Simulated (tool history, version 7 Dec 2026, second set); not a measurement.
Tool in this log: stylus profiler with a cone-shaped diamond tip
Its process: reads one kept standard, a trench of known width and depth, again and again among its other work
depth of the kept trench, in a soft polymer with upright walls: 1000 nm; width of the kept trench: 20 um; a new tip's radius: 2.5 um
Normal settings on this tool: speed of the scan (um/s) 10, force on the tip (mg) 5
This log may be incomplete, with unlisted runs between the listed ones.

| run | hour | speed of the scan (um/s) | force on the tip (mg) | depth of the trench (angstrom) | width of the trench's floor (µm) |
|---|---|---|---|---|---|
| 1 | 0 | 10 | 5 | 10143.3 | 15.95 |
| 2 | 52.9 | 10 | 4.21 | 10130 | 15.94 |
| 3 | 131.8 | 10 | 4.21 | 10127.5 | 15.91 |
| 4 | 186.1 | 10 | 4.21 | 10128.7 | 16 |
| 5 | 232.3 | 10 | 4.21 | 10126.1 | 15.97 |
| 6 | 275 | 10 | 4.21 | 10132.1 | 16.01 |
| 7 | 338.2 | 10 | 5 | 10146.7 | 15.96 |
| 8 | 399.7 | 10 | 5 | 10141.1 | 15.92 |
| 9 | 469.8 | 10 | 5 | 10147.7 | 15.92 |
| 10 | 538.3 | 10 | 5 | 10144 | 15.95 |
| 11 | 595.8 | 10 | 5 | 10146.6 | 15.95 |
| 12 | 673.4 | 9 | 2.6 | 10095.5 | 15.94 |
| 13 | 728.5 | 9 | 2.6 | 10092.2 | 15.89 |
| 14 | 806.5 | 33 | 1.81 | 10070.9 | 15.77 |
| 15 | 845.8 | 33 | 1.81 | 10072.6 | 15.81 |
| 16 | 902.9 | 4 | 10.73 | 10240.6 | 15.96 |
| 17 | 957.6 | 24 | 6.39 | 10171.9 | 15.9 |
| 18 | 1014.9 | 2 | 6.07 | 10166.9 | 15.94 |

Run 19 has not been measured yet. What should we expect?
| 19 | 1070.7 | 3 | 1.75 | ? | ? |

Logged for run 19: depth of the trench (angstrom) 10070, width of the trench's floor (µm) 16.02.
If the tool had no hidden condition, the same run with the same run-to-run variation would have returned depth of the trench (angstrom) 10069.9, width of the trench's floor (µm) 16.05.

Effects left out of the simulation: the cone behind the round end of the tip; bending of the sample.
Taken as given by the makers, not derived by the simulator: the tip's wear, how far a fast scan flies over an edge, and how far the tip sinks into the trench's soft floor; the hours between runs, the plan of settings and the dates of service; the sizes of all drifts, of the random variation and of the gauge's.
